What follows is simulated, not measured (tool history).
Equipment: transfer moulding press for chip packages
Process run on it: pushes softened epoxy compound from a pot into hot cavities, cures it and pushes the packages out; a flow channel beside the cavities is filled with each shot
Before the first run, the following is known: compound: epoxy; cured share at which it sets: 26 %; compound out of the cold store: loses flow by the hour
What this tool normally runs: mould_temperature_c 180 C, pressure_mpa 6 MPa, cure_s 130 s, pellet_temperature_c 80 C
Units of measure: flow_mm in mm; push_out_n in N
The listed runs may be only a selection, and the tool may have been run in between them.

run	hour	mould_temperature_c	pressure_mpa	cure_s	pellet_temperature_c	incoming compound's hours out of the cold store	flow_mm	push_out_n
1	0	180	6	130	80	17.3	718	580
# hour 5.7: cavities cleaned with cleaning compound and waxed
2	32.7	180	6	130	80	8.5	747	493
3	64.3	180	6	130	80	25.5	693	594
# hour 68: cavities cleaned with cleaning compound and waxed
4	114.8	180	6	130	80	42.7	643	557
# hour 131.6: mould's thermocouples calibrated
# hour 133.1: cavities cleaned with cleaning compound and waxed
5	166.9	180	6	130	80	24.1	690	507
# hour 196.6: cavities cleaned with cleaning compound and waxed
6	209.6	180	6	130	80	38	654	433
7	231.1	180	6	130	80	40.6	640	499
# hour 261.8: cavities cleaned with cleaning compound and waxed
8	273.4	180	6	130	80	18	701	436
9	295.2	180	6	130	80	34.1	656	525
# hour 324.4: cavities cleaned with cleaning compound and waxed
10	324.4	180	6	130	80	30.6	658	369
11	355.6	180	6	130	80	38.5	645	507
# hour 386.1: cavities cleaned with cleaning compound and waxed
12	392.4	180	6	130	80	9.5	717	406
# hour 398.6: plunger's sealing rings changed
13	433.1	180	6	130	80	28.7	683	545
# hour 451.2: cavities cleaned with cleaning compound and waxed
14	481.8	180	6	130	80	43.7	650	479
15	505.9	180	6.03	130	80	46.1	650	586
# hour 514.6: cavities cleaned with cleaning compound and waxed
16	541.8	180	4.65	130	84	30.5	598	483
# hour 576.6: cavities cleaned with cleaning compound and waxed
17	586.7	172	6.76	145	80	27.5	748	526
18	612.5	172	6.76	145	80	36.6	714	665
# hour 638.8: cavities cleaned with cleaning compound and waxed
19	661	172	6.76	131	86	26.3	741	737
20	697.9	172	6.76	131	86	31.5	730	915
# hour 702.6: cavities cleaned with cleaning compound and waxed
21	722.3	172	6.76	131	86	38.3	715	703
# hour 758.6: mould's thermocouples calibrated
22	758.9	180	7.47	120	80	12.6	786	660
# hour 769.1: cavities cleaned with cleaning compound and waxed
23	805.1	182	6	157	85	45.5	619	450
# hour 833.8: cavities cleaned with cleaning compound and waxed
24	833.8	182	5.09	157	72	10.7	652	329
# hour 856.6: plunger's sealing rings changed
25	856.6	182	5.09	157	72	35.2	611	400
# hour 898.3: cavities cleaned with cleaning compound and waxed
26	903	179	4.74	137	72	12.4	646	385
27	941.4	180	6	130	90	41.9	656	555

4 options for the next run, each taken on its own from the tool as it stands now. Forecast them:
# hour 963.3: cavities cleaned with cleaning compound and waxed
A	977.3	180	6	116	80	37.7	?	?
# hour 963.3: cavities cleaned with cleaning compound and waxed
B	977.3	180	6	111	90	41.8	?	?
# hour 963.3: cavities cleaned with cleaning compound and waxed
C	977.3	180	6	130	71	34.2	?	?
# hour 963.3: cavities cleaned with cleaning compound and waxed
D	977.3	174	5.47	154	80	28.1	?	?

run	flow_mm	push_out_n
A	653	501
B	646	514
C	670	444
D	669	440
Take away the tool's hidden state, keep each run's random variation, and the runs would have read:
run	flow_mm	push_out_n
A	660	394
B	654	403
C	678	351
D	677	349
